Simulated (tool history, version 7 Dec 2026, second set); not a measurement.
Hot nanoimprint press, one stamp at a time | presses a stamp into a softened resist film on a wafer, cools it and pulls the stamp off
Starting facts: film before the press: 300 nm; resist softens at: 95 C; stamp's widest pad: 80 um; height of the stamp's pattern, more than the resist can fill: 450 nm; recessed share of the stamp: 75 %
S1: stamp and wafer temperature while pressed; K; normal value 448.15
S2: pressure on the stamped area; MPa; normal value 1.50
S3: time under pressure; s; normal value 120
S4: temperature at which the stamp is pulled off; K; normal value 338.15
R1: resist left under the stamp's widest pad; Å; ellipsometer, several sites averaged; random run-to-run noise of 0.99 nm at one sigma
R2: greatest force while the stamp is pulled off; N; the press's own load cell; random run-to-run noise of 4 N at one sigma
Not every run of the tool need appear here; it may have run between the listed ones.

run	hour	S1	S2	S3	S4	R1	R2
1	0.0	448.15	1.50	120	338.15	1465	196
2	50.8	448.15	1.50	120	338.15	1496	200
3	95.2	448.15	1.50	120	338.15	1487	214
4	153.9	448.15	1.50	120	338.15	1495	214
5	211.5	448.15	1.50	120	338.15	1511	228
6	247.3	448.15	1.50	120	338.15	1504	229
7	324.1	448.15	1.50	120	338.15	1528	229
8	377.3	448.15	1.50	120	338.15	1514	232
9	447.4	448.15	1.50	120	334.15	1538	248
# hour 517.6: stamp cleaned and given a new release coat
# hour 536.2: plate thermocouple calibrated
10	536.2	448.15	1.50	120	334.15	1472	205
11	573.3	448.15	1.50	120	334.15	1469	205
12	641.2	448.15	1.50	120	334.15	1478	211
13	687.8	448.15	1.50	120	338.15	1491	206
14	742.0	448.15	1.28	108	338.15	1647	220
15	816.3	439.15	1.50	101	338.15	2051	228
16	863.0	448.15	1.95	120	333.15	1350	240
17	899.6	448.15	1.95	130	331.15	1328	237
18	934.8	458.15	2.13	113	331.15	951	248
19	1009.2	458.15	2.13	113	331.15	962	261
# hour 1034.4: stamp cleaned and given a new release coat
20	1060.9	448.15	1.34	113	344.15	1644	195
21	1112.7	448.15	1.34	113	344.15	1625	196
22	1185.0	457.15	1.49	93	325.15	1281	230

For run 23, what comes out?
23	1239.6	448.15	1.50	151	338.15	?	?

Run 23 came out at R1 1425 Å, R2 218 N.
With no hidden state in the tool, this same run would have given R1 1312 Å, R2 197 N.
